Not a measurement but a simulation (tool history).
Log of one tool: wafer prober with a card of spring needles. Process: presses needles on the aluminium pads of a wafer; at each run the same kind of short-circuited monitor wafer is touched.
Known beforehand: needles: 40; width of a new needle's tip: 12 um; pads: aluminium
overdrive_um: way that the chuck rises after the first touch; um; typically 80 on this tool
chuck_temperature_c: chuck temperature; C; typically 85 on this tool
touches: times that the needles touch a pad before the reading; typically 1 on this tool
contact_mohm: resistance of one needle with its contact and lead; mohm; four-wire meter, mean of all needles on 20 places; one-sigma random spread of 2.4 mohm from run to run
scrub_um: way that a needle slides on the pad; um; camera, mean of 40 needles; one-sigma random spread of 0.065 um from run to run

run,day,overdrive_um,chuck_temperature_c,touches,contact_mohm,scrub_um
1,0.000,80,85,1,273,11.30
# day 0.267: tips cleaned on abrasive film
2,0.479,80,85,1,282,11.38
# day 0.533: tips cleaned on abrasive film
# day 0.800: tips cleaned on abrasive film
# day 1.017: tips cleaned on abrasive film
# day 1.288: tips cleaned on abrasive film
# day 1.554: tips cleaned on abrasive film
3,1.633,80,85,1,277,11.27
# day 1.800: tips cleaned on abrasive film
# day 2.062: tips cleaned on abrasive film
4,2.179,88,85,1,276,12.44
# day 2.288: tips cleaned on abrasive film
# day 2.558: tips cleaned on abrasive film
# day 2.829: tips cleaned on abrasive film
# day 3.088: tips cleaned on abrasive film
5,3.292,80,71,1,279,11.26
# day 3.350: tips cleaned on abrasive film
# day 3.617: tips cleaned on abrasive film
# day 3.888: tips cleaned on abrasive film
# day 4.150: tips cleaned on abrasive film
# day 4.412: tips cleaned on abrasive film
6,4.438,80,71,1,273,11.15
# day 4.654: tips cleaned on abrasive film
# day 4.925: tips cleaned on abrasive film
7,4.929,80,85,1,274,11.21
# day 5.142: tips cleaned on abrasive film
# day 5.358: tips cleaned on abrasive film
8,5.538,80,85,1,282,11.12
# day 5.596: tips cleaned on abrasive film
# day 5.862: tips cleaned on abrasive film
# day 6.079: tips cleaned on abrasive film
# day 6.350: tips cleaned on abrasive film
# day 6.596: tips cleaned on abrasive film
9,6.596,80,34,1,259,11.25
# day 6.867: tips cleaned on abrasive film
# day 7.138: tips cleaned on abrasive film
# day 7.408: tips cleaned on abrasive film
# day 7.679: tips cleaned on abrasive film
10,7.738,80,85,1,275,11.14
# day 7.904: tips cleaned on abrasive film
# day 8.171: tips cleaned on abrasive film
# day 8.442: tips cleaned on abrasive film
# day 8.454: height of the first contact set anew
11,8.488,80,85,1,276,11.97
# day 8.700: tips cleaned on abrasive film
# day 8.971: tips cleaned on abrasive film
# day 9.238: tips cleaned on abrasive film
12,9.400,80,85,1,281,11.79
# day 9.458: tips cleaned on abrasive film
# day 9.729: tips cleaned on abrasive film
# day 9.962: tips cleaned on abrasive film
13,9.962,77,85,1,274,11.29
# day 10.233: tips cleaned on abrasive film
# day 10.450: tips cleaned on abrasive film
# day 10.721: tips cleaned on abrasive film
# day 10.988: tips cleaned on abrasive film
14,11.042,77,85,1,278,11.26
# day 11.258: tips cleaned on abrasive film
# day 11.475: tips cleaned on abrasive film
15,11.671,96,85,1,277,13.97
# day 11.729: tips cleaned on abrasive film
# day 11.946: tips cleaned on abrasive film
# day 12.212: tips cleaned on abrasive film
# day 12.429: tips cleaned on abrasive film
# day 12.696: tips cleaned on abrasive film
16,12.842,76,82,3,277,11.09
# day 12.950: tips cleaned on abrasive film
# day 13.221: tips cleaned on abrasive film
# day 13.492: tips cleaned on abrasive film
17,13.604,85,85,1,275,12.43
# day 13.712: tips cleaned on abrasive film
# day 13.983: tips cleaned on abrasive film
# day 14.242: tips cleaned on abrasive film
18,14.408,86,39,3,263,12.49

Estimate the outcome of run 19 from the log above:
# day 14.467: tips cleaned on abrasive film
# day 14.738: tips cleaned on abrasive film
# day 15.008: tips cleaned on abrasive film
# day 15.267: tips cleaned on abrasive film
19,15.267,80,100,2,?,?

contact_mohm: 278 mohm
scrub_um: 11.58 um
Without the tool's hidden state the same run would have given contact_mohm 274 mohm, scrub_um 11.87 um.

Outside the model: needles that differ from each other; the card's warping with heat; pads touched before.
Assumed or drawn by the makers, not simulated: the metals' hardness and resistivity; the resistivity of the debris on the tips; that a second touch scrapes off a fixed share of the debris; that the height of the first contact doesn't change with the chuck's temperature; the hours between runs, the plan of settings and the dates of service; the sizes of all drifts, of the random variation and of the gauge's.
